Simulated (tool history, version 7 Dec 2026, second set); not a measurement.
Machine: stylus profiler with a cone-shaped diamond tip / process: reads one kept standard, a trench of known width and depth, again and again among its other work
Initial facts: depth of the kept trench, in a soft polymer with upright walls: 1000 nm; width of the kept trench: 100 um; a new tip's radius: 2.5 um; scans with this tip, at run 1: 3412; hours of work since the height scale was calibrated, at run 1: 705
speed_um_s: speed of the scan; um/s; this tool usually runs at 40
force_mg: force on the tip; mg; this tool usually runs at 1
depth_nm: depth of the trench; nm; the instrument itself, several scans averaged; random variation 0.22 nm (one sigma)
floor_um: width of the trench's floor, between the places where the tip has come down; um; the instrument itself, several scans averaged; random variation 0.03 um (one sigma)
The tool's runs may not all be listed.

run	hour	speed_um_s	force_mg	scans with this tip	hours of work since the height scale was calibrated	depth_nm	floor_um
1	0	40	1	3412	705	1009.33	95.65
2	46.8	40	1	3548	734	1009.28	95.58
3	95.5	40	1	3691	763	1009.24	95.57
4	135.1	40	1	3806	787	1009.48	95.55
5	174	40	0.82	3920	810	1008.77	95.54
6	200.4	40	0.82	3997	826	1008.81	95.59
7	247.2	40	0.82	4133	855	1008.35	95.56
8	295	40	0.82	4273	884	1008.7	95.54
9	321.7	40	0.82	4351	900	1008.51	95.54
10	374.7	40	0.82	4505	932	1009.03	95.62
11	426	40	0.82	4655	963	1009.22	95.57
12	476.8	51	1	4803	993	1009.98	95.54
13	501.3	51	1.07	4875	1008	1010.62	95.51
14	531	51	1.07	4961	1026	1010.57	95.49
15	556.1	51	1.07	5035	1041	1010.47	95.5
16	604.8	51	1.07	5177	1070	1010.41	95.46
17	650	51	1.07	5309	1098	1010.38	95.43
18	697.2	40	1	5446	1126	1010.33	95.52
19	729.9	23	1	5542	1146	1010.63	95.53
20	786.7	23	1	5707	1180	1010.73	95.56
21	843.8	23	1	5874	1215	1010.73	95.54
22	887.2	23	1	6001	1241	1010.34	95.56
23	914.6	40	1	6081	1257	1010.77	95.46
24	953.4	120	0.37	6194	1281	1007.46	94.72
25	1000.9	32	2.23	6333	1309	1015.77	95.51
26	1024.2	32	2.23	6401	1324	1015.86	95.6
27	1061.2	32	2.23	6509	1346	1016.05	95.52
# hour 1066.5: height scale calibrated on a step standard
28	1103.8	32	2.23	6632	22	1017.98	95.56
29	1154.1	131	0.67	6778	53	1011.42	94.84
30	1191.4	86	1.13	6887	75	1013.72	95.25
31	1240.7	61	1.38	7031	105	1014.65	95.43
32	1280.6	61	1.38	7148	129	1014.93	95.4
33	1313.4	43	2.35	7243	149	1018.51	95.45
# hour 1338.6: height scale calibrated on a step standard, once more
34	1362.1	122	2.73	7384	14	1013.17	95.27
35	1413.1	122	2.73	7533	45	1013.73	95.22
36	1464.8	46	0.37	7683	76	1003.86	95.21
37	1489.5	12	1.15	7756	91	1007.76	95.5
38	1526.2	114	1.15	7863	113	1007.62	95.09
39	1549.5	25	1.15	7931	127	1007.86	95.42
40	1575.3	10	1.83	8006	143	1010.67	95.52
41	1628.9	10	1.83	8162	175	1010.58	95.51
42	1680.8	10	1.83	8314	207	1010.71	95.48
43	1710.1	20	0.6	8399	224	1005.09	95.43
44	1742.6	110	0.66	8494	244	1005.8	94.92
45	1788.3	110	0.66	8627	271	1005.7	94.87

Difference, measured minus no-hidden-state, one row per run. Run-to-run variation is common to both terms; the gauge's own scatter need not be:
Unlogged tool condition in this case: radius of the tip, um; height scale over the true one, %; drift of the gauge itself on depth_nm, %; drift of the gauge itself on floor_um, %.
run	depth_nm	floor_um
1	+2.14	-0.19
2	+2.23	-0.19
3	+2.33	-0.2
4	+2.4	-0.2
5	+2.48	-0.21
6	+2.52	-0.22
7	+2.6	-0.22
8	+2.7	-0.24
9	+2.75	-0.24
10	+2.85	-0.24
11	+2.95	-0.25
12	+3.06	-0.26
13	+3.11	-0.27
14	+3.17	-0.27
15	+3.22	-0.28
16	+3.3	-0.28
17	+3.38	-0.29
18	+3.48	-0.3
19	+3.54	-0.3
20	+3.65	-0.32
21	+3.75	-0.33
22	+3.84	-0.33
23	+3.89	-0.33
24	+3.95	-0.34
25	+4.08	-0.36
26	+4.12	-0.35
27	+4.19	-0.36
28	+6.07	-0.37
29	+6.13	-0.37
30	+6.21	-0.38
31	+6.31	-0.39
32	+6.39	-0.39
33	+6.47	-0.4
34	-0.14	-0.41
35	-0.04	-0.41
36	+0.06	-0.42
37	+0.11	-0.43
38	+0.19	-0.43
39	+0.22	-0.44
40	+0.27	-0.45
41	+0.38	-0.45
42	+0.48	-0.46
43	+0.53	-0.46
44	+0.6	-0.46
45	+0.68	-0.48
